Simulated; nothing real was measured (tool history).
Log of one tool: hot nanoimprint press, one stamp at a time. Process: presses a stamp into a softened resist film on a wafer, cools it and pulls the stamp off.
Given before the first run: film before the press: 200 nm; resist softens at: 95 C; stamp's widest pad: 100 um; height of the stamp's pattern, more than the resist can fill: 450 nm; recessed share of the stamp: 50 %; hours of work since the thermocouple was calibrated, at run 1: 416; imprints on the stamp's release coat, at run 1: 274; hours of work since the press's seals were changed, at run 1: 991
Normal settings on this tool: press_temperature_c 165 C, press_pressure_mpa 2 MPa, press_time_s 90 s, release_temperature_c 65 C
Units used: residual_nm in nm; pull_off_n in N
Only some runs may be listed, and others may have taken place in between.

run     day  press_temperature_c  press_pressure_mpa  press_time_s  release_temperature_c  hours of work since the thermocouple was calibrated  imprints on the stamp's release coat  hours of work since the press's seals were changed  residual_nm  pull_off_n
  1       0                  165                   2            90                     65                                                  416                                   274                                                 991         76.1         219
      1.412  -- plate thermocouple calibrated
      3.004  -- stamp cleaned and given a new release coat
  2   3.504                  165                3.11            90                     65                                                   32                                    64                                                1045         59.4         222
  3   5.254                  165                1.66            90                     65                                                   62                                   290                                                1076         82.8         222
  4   7.033                  165                   2            90                     67                                                   93                                   520                                                1106         75.5         209
      7.979  -- stamp cleaned and given a new release coat
  5  10.312                  165                   2            90                     67                                                  145                                   302                                                1158         75.2         209
  6  11.788                  165                   2            90                     67                                                  170                                   492                                                1184         75.1         207

Estimate the outcome of run 7 from the log above:
     12.429  -- press's hydraulic seals changed and the load cell set to zero
     13.283  -- stamp cleaned and given a new release coat
  7  14.654                  162                   2            46                     66                                                  210                                   177                                                  34            ?           ?

Run 7 produced residual_nm 103.7 nm, pull_off_n 213 N.
Minus the tool's unlogged condition, the same run would have read residual_nm 103.6 nm, pull_off_n 213 N.
